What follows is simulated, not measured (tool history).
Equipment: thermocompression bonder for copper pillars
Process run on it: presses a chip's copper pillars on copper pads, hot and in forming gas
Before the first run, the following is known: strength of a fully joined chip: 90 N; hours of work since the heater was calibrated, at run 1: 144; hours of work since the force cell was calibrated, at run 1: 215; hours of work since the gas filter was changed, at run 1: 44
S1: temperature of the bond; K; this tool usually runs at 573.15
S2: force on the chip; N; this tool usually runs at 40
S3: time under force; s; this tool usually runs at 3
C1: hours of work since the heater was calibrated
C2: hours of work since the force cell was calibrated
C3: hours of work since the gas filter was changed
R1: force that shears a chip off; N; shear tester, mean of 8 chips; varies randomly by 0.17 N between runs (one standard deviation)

| run | day | S1 | S2 | S3 | C1 | C2 | C3 | R1 |
|---|---|---|---|---|---|---|---|---|
| 1 | 0.000 | 573.15 | 40 | 3 | 144 | 215 | 44 | 44.0 |
| 2 | 2.625 | 573.15 | 40 | 3 | 188 | 259 | 88 | 43.5 |
| 3 | 4.775 | 573.15 | 40 | 3 | 224 | 295 | 124 | 43.4 |
| 4 | 5.933 | 573.15 | 41 | 3 | 244 | 315 | 144 | 43.7 |
| 5 | 8.396 | 573.15 | 40 | 3 | 285 | 356 | 185 | 42.9 |
|  | 9.371 | forming gas filter changed |
| 6 | 9.996 | 573.15 | 32 | 3 | 311 | 383 | 10 | 37.0 |
| 7 | 11.154 | 573.15 | 40 | 3 | 331 | 402 | 30 | 44.5 |
| 8 | 12.867 | 573.15 | 40 | 3 | 360 | 431 | 59 | 44.0 |
| 9 | 14.438 | 573.15 | 40 | 3 | 386 | 457 | 85 | 43.4 |
| 10 | 17.079 | 573.15 | 40 | 3 | 430 | 501 | 129 | 43.3 |
| 11 | 18.404 | 573.15 | 40 | 3 | 452 | 523 | 151 | 42.9 |
| 12 | 20.517 | 573.15 | 40 | 3 | 488 | 559 | 187 | 42.8 |
|  | 21.471 | forming gas filter changed |
| 13 | 23.196 | 573.15 | 40 | 3 | 532 | 603 | 29 | 44.1 |
| 14 | 25.350 | 573.15 | 40 | 3 | 568 | 640 | 65 | 43.8 |
| 15 | 27.071 | 573.15 | 40 | 3 | 597 | 668 | 94 | 43.5 |
| 16 | 29.296 | 573.15 | 40 | 3 | 634 | 706 | 131 | 43.0 |
| 17 | 31.971 | 573.15 | 40 | 7 | 679 | 750 | 176 | 55.7 |
|  | 33.550 | forming gas filter changed |
| 18 | 34.017 | 573.15 | 40 | 2 | 713 | 784 | 8 | 38.6 |
| 19 | 36.417 | 573.15 | 40 | 2 | 753 | 825 | 48 | 37.8 |
| 20 | 38.771 | 573.15 | 40 | 3 | 793 | 864 | 87 | 43.6 |
| 21 | 41.338 | 563.15 | 40 | 2 | 836 | 907 | 131 | 33.9 |
| 22 | 43.242 | 556.15 | 47 | 6 | 868 | 939 | 162 | 52.5 |
| 23 | 44.504 | 559.15 | 28 | 6 | 889 | 960 | 184 | 36.0 |
|  | 45.583 | forming gas filter changed |
| 24 | 46.183 | 559.15 | 28 | 6 | 917 | 988 | 10 | 37.4 |
| 25 | 48.692 | 574.15 | 30 | 2 | 959 | 1030 | 52 | 29.6 |
| 26 | 51.012 | 574.15 | 30 | 2 | 998 | 1069 | 91 | 29.5 |
| 27 | 53.533 | 574.15 | 30 | 2 | 1040 | 1111 | 133 | 29.1 |
| 28 | 54.967 | 551.15 | 26 | 2 | 1064 | 1135 | 157 | 19.6 |
| 29 | 57.421 | 551.15 | 26 | 2 | 1105 | 1176 | 198 | 19.8 |
|  | 57.583 | forming gas filter changed |
| 30 | 59.133 | 580.15 | 49 | 2 | 1133 | 1205 | 26 | 47.2 |
| 31 | 61.821 | 592.15 | 40 | 7 | 1178 | 1250 | 71 | 63.5 |
|  | 62.696 | force cell calibrated |
| 32 | 63.788 | 579.15 | 42 | 3 | 1210 | 18 | 103 | 50.1 |
| 33 | 65.429 | 573.15 | 35 | 3 | 1238 | 46 | 130 | 41.5 |
| 34 | 66.512 | 563.15 | 47 | 3 | 1256 | 64 | 149 | 48.1 |
| 35 | 68.267 | 563.15 | 47 | 3 | 1285 | 93 | 178 | 47.8 |
|  | 69.717 | forming gas filter changed |
| 36 | 70.242 | 563.15 | 47 | 3 | 1318 | 126 | 9 | 49.3 |
|  | 70.996 | heater calibrated with a thermocouple chip |
| 37 | 71.750 | 576.15 | 40 | 6 | 13 | 150 | 33 | 56.9 |
| 38 | 74.121 | 574.15 | 42 | 6 | 52 | 190 | 72 | 57.3 |
| 39 | 75.792 | 574.15 | 42 | 6 | 80 | 218 | 100 | 56.9 |
| 40 | 77.871 | 583.15 | 42 | 5 | 115 | 253 | 135 | 57.0 |

How the hidden state differs across the entries between the runs, from the last listed run before each to the first after it:
Run 5 -> run 6: forming gas filter changed (day 9.371)
  true temperature of the bond over the reading, C: 0.8 -> 0.9; force that reaches the chip, % of what is set: 97.2 -> 97; oxide that the forming gas leaves, % of the face: 4.42 -> 0.87
  measured minus no-state result, R1: -2.5 -> -0.8 N
Run 12 -> run 13: forming gas filter changed (day 21.471)
  true temperature of the bond over the reading, C: 2 -> 2.2; force that reaches the chip, % of what is set: 95.8 -> 95.5; oxide that the forming gas leaves, % of the face: 4.78 -> 1.35
  measured minus no-state result, R1: -2.6 -> -1.1 N
Run 17 -> run 18: forming gas filter changed (day 33.550)
  true temperature of the bond over the reading, C: 3.1 -> 3.3; force that reaches the chip, % of what is set: 94.6 -> 94.3; oxide that the forming gas leaves, % of the face: 4.67 -> 0.68
  measured minus no-state result, R1: -3.3 -> -0.8 N
Run 23 -> run 24: forming gas filter changed (day 45.583)
  true temperature of the bond over the reading, C: 4.3 -> 4.5; force that reaches the chip, % of what is set: 93.2 -> 93; oxide that the forming gas leaves, % of the face: 4.53 -> 0.83
  measured minus no-state result, R1: -2.3 -> -0.8 N
Run 29 -> run 30: forming gas filter changed (day 57.583)
  true temperature of the bond over the reading, C: 5.6 -> 5.8; force that reaches the chip, % of what is set: 91.8 -> 91.6; oxide that the forming gas leaves, % of the face: 5.18 -> 1.1
  measured minus no-state result, R1: -1.5 -> -1.4 N
Run 31 -> run 32: force cell calibrated (day 62.696)
  true temperature of the bond over the reading, C: 6.1 -> 6.3; force that reaches the chip, % of what is set: 91.3 -> 99.8; oxide that the forming gas leaves, % of the face: 2.02 -> 2.71
  measured minus no-state result, R1: -2.2 -> +1.1 N
Run 35 -> run 36: forming gas filter changed (day 69.717)
  true temperature of the bond over the reading, C: 6.7 -> 6.9; force that reaches the chip, % of what is set: 99.3 -> 99.1; oxide that the forming gas leaves, % of the face: 4.33 -> 0.89
  measured minus no-state result, R1: +0.4 -> +2.1 N
Run 36 -> run 37: heater calibrated with a thermocouple chip (day 70.996)
  true temperature of the bond over the reading, C: 6.9 -> 0.7; force that reaches the chip, % of what is set: 99.1 -> 98.9; oxide that the forming gas leaves, % of the face: 0.89 -> 1.44
  measured minus no-state result, R1: +2.1 -> -0.7 N
